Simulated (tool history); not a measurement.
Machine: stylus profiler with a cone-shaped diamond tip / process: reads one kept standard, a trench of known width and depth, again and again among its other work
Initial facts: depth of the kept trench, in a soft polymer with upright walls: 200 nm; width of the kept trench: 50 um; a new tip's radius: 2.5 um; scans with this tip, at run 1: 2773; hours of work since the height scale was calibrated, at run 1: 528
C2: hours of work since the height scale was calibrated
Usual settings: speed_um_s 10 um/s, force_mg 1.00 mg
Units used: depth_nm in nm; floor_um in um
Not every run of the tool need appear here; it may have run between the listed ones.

{"run": 1, "hour": 0.0, "speed_um_s": 10, "force_mg": 1.0, "scans with this tip": 2773, "C2": 528, "depth_nm": 202.32, "floor_um": 47.84}
{"run": 2, "hour": 21.2, "speed_um_s": 10, "force_mg": 1.0, "scans with this tip": 2847, "C2": 543, "depth_nm": 202.13, "floor_um": 47.81}
{"run": 3, "hour": 73.5, "speed_um_s": 10, "force_mg": 1.0, "scans with this tip": 3031, "C2": 577, "depth_nm": 202.25, "floor_um": 47.85}
{"run": 4, "hour": 122.5, "speed_um_s": 10, "force_mg": 1.0, "scans with this tip": 3203, "C2": 610, "depth_nm": 202.38, "floor_um": 47.88}
{"run": 5, "hour": 161.3, "speed_um_s": 10, "force_mg": 1.0, "scans with this tip": 3339, "C2": 636, "depth_nm": 202.18, "floor_um": 47.83}
{"run": 6, "hour": 208.5, "speed_um_s": 10, "force_mg": 1.0, "scans with this tip": 3505, "C2": 668, "depth_nm": 202.34, "floor_um": 47.87}
{"run": 7, "hour": 232.2, "speed_um_s": 10, "force_mg": 2.41, "scans with this tip": 3588, "C2": 684, "depth_nm": 203.51, "floor_um": 47.81}
{"run": 8, "hour": 270.6, "speed_um_s": 4, "force_mg": 1.0, "scans with this tip": 3723, "C2": 709, "depth_nm": 202.4, "floor_um": 47.87}
{"run": 9, "hour": 315.9, "speed_um_s": 10, "force_mg": 0.68, "scans with this tip": 3882, "C2": 740, "depth_nm": 202.11, "floor_um": 47.78}
{"run": 10, "hour": 338.6, "speed_um_s": 10, "force_mg": 0.68, "scans with this tip": 3962, "C2": 755, "depth_nm": 201.9, "floor_um": 47.76}
{"run": 11, "hour": 365.7, "speed_um_s": 10, "force_mg": 0.68, "scans with this tip": 4057, "C2": 773, "depth_nm": 201.84, "floor_um": 47.75}
{"run": 12, "hour": 412.2, "speed_um_s": 10, "force_mg": 0.68, "scans with this tip": 4221, "C2": 804, "depth_nm": 201.88, "floor_um": 47.73}
{"run": 13, "hour": 462.2, "speed_um_s": 10, "force_mg": 0.68, "scans with this tip": 4396, "C2": 838, "depth_nm": 201.91, "floor_um": 47.76}
{"run": 14, "hour": 483.9, "speed_um_s": 10, "force_mg": 1.0, "scans with this tip": 4473, "C2": 852, "depth_nm": 202.47, "floor_um": 47.79}
{"run": 15, "hour": 520.3, "speed_um_s": 10, "force_mg": 1.0, "scans with this tip": 4600, "C2": 877, "depth_nm": 202.3, "floor_um": 47.76}
{"run": 16, "hour": 560.1, "speed_um_s": 10, "force_mg": 1.0, "scans with this tip": 4740, "C2": 903, "depth_nm": 202.45, "floor_um": 47.72}
{"run": 17, "hour": 607.0, "speed_um_s": 31, "force_mg": 1.0, "scans with this tip": 4905, "C2": 935, "depth_nm": 202.41, "floor_um": 47.72}
{"run": 18, "hour": 630.1, "speed_um_s": 22, "force_mg": 1.0, "scans with this tip": 4986, "C2": 950, "depth_nm": 202.45, "floor_um": 47.65}
{"run": 19, "hour": 667.4, "speed_um_s": 22, "force_mg": 1.0, "scans with this tip": 5117, "C2": 975, "depth_nm": 202.59, "floor_um": 47.68}
{"run": 20, "hour": 689.0, "speed_um_s": 22, "force_mg": 1.0, "scans with this tip": 5193, "C2": 989, "depth_nm": 202.38, "floor_um": 47.69}
{"run": 21, "hour": 737.8, "speed_um_s": 22, "force_mg": 1.0, "scans with this tip": 5365, "C2": 1022, "depth_nm": 202.35, "floor_um": 47.65}
{"run": 22, "hour": 769.3, "speed_um_s": 20, "force_mg": 1.0, "scans with this tip": 5475, "C2": 1043, "depth_nm": 202.34, "floor_um": 47.64}
{"run": 23, "hour": 812.1, "speed_um_s": 20, "force_mg": 1.0, "scans with this tip": 5625, "C2": 1072, "depth_nm": 202.48, "floor_um": 47.65}
{"run": 24, "hour": 860.0, "speed_um_s": 20, "force_mg": 1.0, "scans with this tip": 5794, "C2": 1104, "depth_nm": 202.54, "floor_um": 47.61}
{"run": 25, "hour": 892.8, "speed_um_s": 5, "force_mg": 2.49, "scans with this tip": 5909, "C2": 1126, "depth_nm": 204.12, "floor_um": 47.68}
{"hour": 897.7, "done": "height scale calibrated on a step standard"}
{"run": 26, "hour": 925.5, "speed_um_s": 11, "force_mg": 0.63, "scans with this tip": 6022, "C2": 19, "depth_nm": 202.37, "floor_um": 47.67}
{"run": 27, "hour": 973.9, "speed_um_s": 4, "force_mg": 0.43, "scans with this tip": 6192, "C2": 51, "depth_nm": 201.93, "floor_um": 47.66}
{"hour": 991.1, "done": "height scale calibrated on a step standard, once more"}
{"run": 28, "hour": 998.2, "speed_um_s": 10, "force_mg": 1.28, "scans with this tip": 6276, "C2": 5, "depth_nm": 202.11, "floor_um": 47.7}
{"run": 29, "hour": 1046.2, "speed_um_s": 2, "force_mg": 0.68, "scans with this tip": 6444, "C2": 37, "depth_nm": 201.31, "floor_um": 47.69}
{"run": 30, "hour": 1077.2, "speed_um_s": 20, "force_mg": 1.03, "scans with this tip": 6553, "C2": 58, "depth_nm": 201.65, "floor_um": 47.61}
{"run": 31, "hour": 1099.1, "speed_um_s": 32, "force_mg": 1.0, "scans with this tip": 6630, "C2": 72, "depth_nm": 201.89, "floor_um": 47.59}
{"run": 32, "hour": 1139.3, "speed_um_s": 13, "force_mg": 1.57, "scans with this tip": 6771, "C2": 99, "depth_nm": 202.26, "floor_um": 47.61}
{"run": 33, "hour": 1185.6, "speed_um_s": 13, "force_mg": 1.57, "scans with this tip": 6934, "C2": 130, "depth_nm": 202.6, "floor_um": 47.66}
{"run": 34, "hour": 1215.4, "speed_um_s": 13, "force_mg": 1.57, "scans with this tip": 7039, "C2": 150, "depth_nm": 202.5, "floor_um": 47.65}
{"run": 35, "hour": 1263.4, "speed_um_s": 36, "force_mg": 0.37, "scans with this tip": 7207, "C2": 182, "depth_nm": 200.94, "floor_um": 47.41}
{"run": 36, "hour": 1289.7, "speed_um_s": 2, "force_mg": 1.55, "scans with this tip": 7300, "C2": 200, "depth_nm": 202.49, "floor_um": 47.66}
{"run": 37, "hour": 1319.6, "speed_um_s": 2, "force_mg": 1.55, "scans with this tip": 7405, "C2": 220, "depth_nm": 202.71, "floor_um": 47.63}
{"run": 38, "hour": 1346.3, "speed_um_s": 2, "force_mg": 1.55, "scans with this tip": 7499, "C2": 238, "depth_nm": 202.56, "floor_um": 47.63}
{"run": 39, "hour": 1391.8, "speed_um_s": 5, "force_mg": 0.74, "scans with this tip": 7658, "C2": 268, "depth_nm": 201.63, "floor_um": 47.69}
{"run": 40, "hour": 1422.1, "speed_um_s": 13, "force_mg": 2.59, "scans with this tip": 7765, "C2": 288, "depth_nm": 203.61, "floor_um": 47.65}
{"run": 41, "hour": 1474.9, "speed_um_s": 31, "force_mg": 1.61, "scans with this tip": 7950, "C2": 324, "depth_nm": 202.74, "floor_um": 47.54}
{"run": 42, "hour": 1518.1, "speed_um_s": 31, "force_mg": 1.61, "scans with this tip": 8102, "C2": 353, "depth_nm": 202.58, "floor_um": 47.52}
{"run": 43, "hour": 1551.5, "speed_um_s": 4, "force_mg": 0.72, "scans with this tip": 8219, "C2": 375, "depth_nm": 201.93, "floor_um": 47.61}
{"run": 44, "hour": 1599.4, "speed_um_s": 4, "force_mg": 0.72, "scans with this tip": 8387, "C2": 407, "depth_nm": 201.47, "floor_um": 47.56}
{"run": 45, "hour": 1637.4, "speed_um_s": 17, "force_mg": 1.78, "scans with this tip": 8521, "C2": 432, "depth_nm": 202.94, "floor_um": 47.48}

Alternative continuations, all from the tool just after run 45; predict every row:
{"run": "A", "hour": 1670.5, "speed_um_s": 10, "force_mg": 0.53, "scans with this tip": 8637, "C2": 455, "depth_nm": "?", "floor_um": "?"}
{"run": "B", "hour": 1670.5, "speed_um_s": 7, "force_mg": 1.78, "scans with this tip": 8637, "C2": 455, "depth_nm": "?", "floor_um": "?"}
{"run": "C", "hour": 1670.5, "speed_um_s": 16, "force_mg": 0.35, "scans with this tip": 8637, "C2": 455, "depth_nm": "?", "floor_um": "?"}
{"run": "D", "hour": 1670.5, "speed_um_s": 17, "force_mg": 2.06, "scans with this tip": 8637, "C2": 455, "depth_nm": "?", "floor_um": "?"}
{"run": "E", "hour": 1670.5, "speed_um_s": 10, "force_mg": 1.05, "scans with this tip": 8637, "C2": 455, "depth_nm": "?", "floor_um": "?"}

run=A depth_nm=201.47 floor_um=47.54
run=B depth_nm=202.95 floor_um=47.54
run=C depth_nm=201.12 floor_um=47.45
run=D depth_nm=203.30 floor_um=47.55
run=E depth_nm=202.02 floor_um=47.51
Had the tool no hidden state, the same runs would have come out as:
run=A depth_nm=201.29 floor_um=47.98
run=B depth_nm=202.77 floor_um=47.99
run=C depth_nm=200.94 floor_um=47.90
run=D depth_nm=203.12 floor_um=48.00
run=E depth_nm=201.84 floor_um=47.96
